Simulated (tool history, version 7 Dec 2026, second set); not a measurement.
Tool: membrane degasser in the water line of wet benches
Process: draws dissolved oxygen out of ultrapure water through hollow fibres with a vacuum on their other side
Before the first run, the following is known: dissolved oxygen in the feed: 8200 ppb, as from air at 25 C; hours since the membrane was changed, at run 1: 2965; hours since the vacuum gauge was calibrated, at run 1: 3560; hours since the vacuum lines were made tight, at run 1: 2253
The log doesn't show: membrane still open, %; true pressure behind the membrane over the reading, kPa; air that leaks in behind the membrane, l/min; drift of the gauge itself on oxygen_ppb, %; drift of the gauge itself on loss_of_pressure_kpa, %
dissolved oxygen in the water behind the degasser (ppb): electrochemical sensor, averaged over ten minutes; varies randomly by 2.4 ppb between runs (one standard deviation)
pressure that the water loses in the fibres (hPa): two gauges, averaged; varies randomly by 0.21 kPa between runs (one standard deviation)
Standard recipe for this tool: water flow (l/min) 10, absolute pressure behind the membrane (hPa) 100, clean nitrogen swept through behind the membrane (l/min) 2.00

run    hour  water flow (l/min)  absolute pressure behind the membrane (hPa)  clean nitrogen swept through behind the membrane (l/min)  hours since the membrane was changed  hours since the vacuum gauge was calibrated  hours since the vacuum lines were made tight  dissolved oxygen in the water behind the degasser (ppb)  pressure that the water loses in the fibres (hPa)
  1     0.0                  10                                          100                                                      2.00                                  2965                                         3560                                          2253                                                    260.7                                              510.0
  2    82.4                  10                                          100                                                      2.00                                  3047                                         3642                                          2335                                                    264.7                                              510.7
  3   136.0                  10                                          100                                                      2.00                                  3101                                         3696                                          2389                                                    265.5                                              514.2
  4   193.8                  10                                          100                                                      2.00                                  3159                                         3754                                          2447                                                    266.7                                              515.1
  5   279.5                  10                                          100                                                      2.00                                  3244                                         3839                                          2533                                                    264.3                                              516.5
      289.8  -- vacuum gauge calibrated
  6   367.2                  10                                          100                                                      2.00                                  3332                                           77                                          2620                                                    265.5                                              515.2
  7   423.4                  10                                          100                                                      2.00                                  3388                                          134                                          2676                                                    265.9                                              513.7
  8   487.4                  10                                          100                                                      2.00                                  3452                                          198                                          2740                                                    271.6                                              515.4
  9   585.5                  10                                          100                                                      2.00                                  3550                                          296                                          2838                                                    262.2                                              515.8
 10   632.6                  10                                          180                                                      2.00                                  3597                                          343                                          2885                                                    365.2                                              514.8
 11   720.1                  10                                          180                                                      2.00                                  3684                                          430                                          2973                                                    360.8                                              518.0
 12   802.6                  10                                          180                                                      2.00                                  3767                                          513                                          3055                                                    366.2                                              519.5
 13   898.1                  10                                          180                                                      2.00                                  3862                                          608                                          3151                                                    369.6                                              519.1
      955.6  -- vacuum gauge calibrated, once more
 14   983.8                  10                                          180                                                      2.00                                  3948                                           28                                          3236                                                    361.8                                              517.8
 15  1087.6                  10                                          180                                                      2.00                                  4051                                          132                                          3340                                                    365.4                                              518.5
 16  1157.7                  10                                          100                                                      2.00                                  4122                                          202                                          3410                                                    268.9                                              519.0
 17  1253.9                   7                                          100                                                      4.54                                  4218                                          298                                          3506                                                     78.7                                              359.6
 18  1364.7                   6                                          100                                                      2.00                                  4329                                          409                                          3617                                                     78.5                                              313.0
 19  1439.2                   6                                          100                                                      2.00                                  4403                                          484                                          3691                                                     78.7                                              312.2
 20  1511.4                   6                                          100                                                      2.00                                  4475                                          556                                          3763                                                     79.0                                              310.6
 21  1593.5                   6                                          100                                                      2.00                                  4557                                          638                                          3846                                                     79.7                                              312.1
 22  1644.1                  15                                           93                                                      2.00                                  4608                                          688                                          3896                                                    658.7                                              776.2
 23  1741.9                  15                                           93                                                      2.00                                  4706                                          786                                          3994                                                    663.4                                              781.9
 24  1801.0                  10                                           88                                                      1.32                                  4765                                          845                                          4053                                                    294.8                                              522.1
 25  1906.5                   7                                          100                                                      3.30                                  4870                                          951                                          4159                                                     90.5                                              365.6
 26  1979.3                   7                                           65                                                      1.17                                  4943                                         1024                                          4231                                                    102.5                                              365.9
     2007.1  -- seals of the vacuum lines changed
 27  2054.7                  10                                          119                                                      0.83                                  5017                                         1097                                            48                                                    422.7                                              526.1
 28  2134.6                  10                                          219                                                      0.83                                  5096                                         1177                                           127                                                    673.7                                              520.7
 29  2222.3                  10                                          219                                                      0.83                                  5184                                         1265                                           215                                                    671.9                                              525.1
 30  2296.1                  10                                           85                                                      2.72                                  5258                                         1338                                           289                                                    244.2                                              521.7
 31  2370.7                   7                                          231                                                      2.00                                  5333                                         1413                                           364                                                    224.0                                              365.5

Across each entry between runs, compare the hidden state at the last listed run before it with the hidden state at the first listed run after it:
Between runs 5 and 6: vacuum gauge calibrated (hour 289.8)
  membrane still open, %: 96.9 -> 96.8; true pressure behind the membrane over the reading, kPa: 0.12 -> 0.18; air that leaks in behind the membrane, l/min: 0.0088 -> 0.0089
  measured value less the no-hidden-state value, dissolved oxygen in the water behind the degasser (ppb): +23.4 -> +24.7; pressure that the water loses in the fibres (hPa): +16.1 -> +16.5
Between runs 13 and 14: vacuum gauge calibrated, once more (hour 955.6)
  membrane still open, %: 96.3 -> 96.2; true pressure behind the membrane over the reading, kPa: 0.2 -> -0.01; air that leaks in behind the membrane, l/min: 0.01 -> 0.0102
  measured value less the no-hidden-state value, dissolved oxygen in the water behind the degasser (ppb): +31.0 -> +28.9; pressure that the water loses in the fibres (hPa): +19.1 -> +19.6
Between runs 26 and 27: seals of the vacuum lines changed (hour 2007.1)
  membrane still open, %: 95.3 -> 95.2; air that leaks in behind the membrane, l/min: 0.0121 -> 0.0023
  measured value less the no-hidden-state value, dissolved oxygen in the water behind the degasser (ppb): +13.9 -> +32.5; pressure that the water loses in the fibres (hPa): +17.3 -> +25.1
